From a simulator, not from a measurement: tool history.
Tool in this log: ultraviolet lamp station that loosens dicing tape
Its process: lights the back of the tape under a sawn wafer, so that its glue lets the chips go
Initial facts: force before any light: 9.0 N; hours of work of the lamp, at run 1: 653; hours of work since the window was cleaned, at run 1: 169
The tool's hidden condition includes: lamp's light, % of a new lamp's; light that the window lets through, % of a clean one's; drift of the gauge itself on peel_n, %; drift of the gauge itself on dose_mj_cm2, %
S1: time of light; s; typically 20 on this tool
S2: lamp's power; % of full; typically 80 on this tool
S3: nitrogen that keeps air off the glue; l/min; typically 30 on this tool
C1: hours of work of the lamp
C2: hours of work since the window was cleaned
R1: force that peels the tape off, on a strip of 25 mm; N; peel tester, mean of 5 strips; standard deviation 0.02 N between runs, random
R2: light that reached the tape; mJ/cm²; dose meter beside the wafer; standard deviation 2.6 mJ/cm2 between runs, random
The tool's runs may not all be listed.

run,day,S1,S2,S3,C1,C2,R1,R2
1,0.000,20,80,30,653,169,2.221,210
2,2.058,20,80,30,684,199,2.338,199
3,5.775,20,80,30,739,254,2.537,186
# day 7.679: lamp changed
4,8.688,20,80,51,15,297,0.927,294
5,12.300,20,80,51,68,350,1.020,279
6,14.179,20,80,51,96,378,1.107,271
7,17.683,20,80,51,148,429,1.177,257
8,19.458,20,80,51,174,455,1.262,250
# day 21.012: window cleaned of glue's vapour
9,22.104,20,80,30,212,16,1.237,293
10,24.462,20,80,30,247,51,1.390,284
11,26.367,20,80,30,275,79,1.437,275
12,28.638,20,75,30,309,112,1.671,250
13,30.742,25,94,33,340,143,0.735,377
14,34.146,12,95,40,390,194,2.417,174
15,36.679,15,63,32,427,231,3.368,138
16,38.875,15,63,32,460,263,3.550,130
17,41.721,15,67,41,502,305,3.228,135
18,43.821,21,72,41,533,336,2.142,193
19,46.492,21,72,41,572,376,2.292,181
20,49.175,21,72,41,612,415,2.432,174
21,52.012,20,80,48,654,457,2.343,172
# day 53.562: window cleaned of glue's vapour
22,55.142,13,80,48,699,23,3.216,128
23,57.625,13,80,48,736,60,3.319,123
# day 59.579: lamp changed
24,60.600,14,82,48,15,103,1.516,235

Describe how what the log doesn't record of the tool's condition differs between the last listed run preceding each entry between runs and the first listed run following it.
After run 3, before run 4: lamp changed (day 7.679)
  lamp's light, % of a new lamp's: 61.7 -> 97.5; light that the window lets through, % of a clean one's: 90.2 -> 88.7
  measured less the result without the state, R1: +1.553 -> +0.243 N; R2: -150 -> -46 mJ/cm²
After run 8, before run 9: window cleaned of glue's vapour (day 21.012)
  lamp's light, % of a new lamp's: 88.8 -> 87; light that the window lets through, % of a clean one's: 82.9 -> 99.3
  measured less the result without the state, R1: +0.574 -> +0.302 N; R2: -89 -> -46 mJ/cm²
After run 21, before run 22: window cleaned of glue's vapour (day 53.562)
  lamp's light, % of a new lamp's: 61.5 -> 59; light that the window lets through, % of a clean one's: 82.9 -> 98.7
  measured less the result without the state, R1: +1.616 -> +1.618 N; R2: -166 -> -92 mJ/cm²
After run 23, before run 24: lamp changed (day 59.579)
  lamp's light, % of a new lamp's: 57.1 -> 98.5; light that the window lets through, % of a clean one's: 97.4 -> 95.8
  measured less the result without the state, R1: +1.741 -> +0.144 N; R2: -97 -> -14 mJ/cm²

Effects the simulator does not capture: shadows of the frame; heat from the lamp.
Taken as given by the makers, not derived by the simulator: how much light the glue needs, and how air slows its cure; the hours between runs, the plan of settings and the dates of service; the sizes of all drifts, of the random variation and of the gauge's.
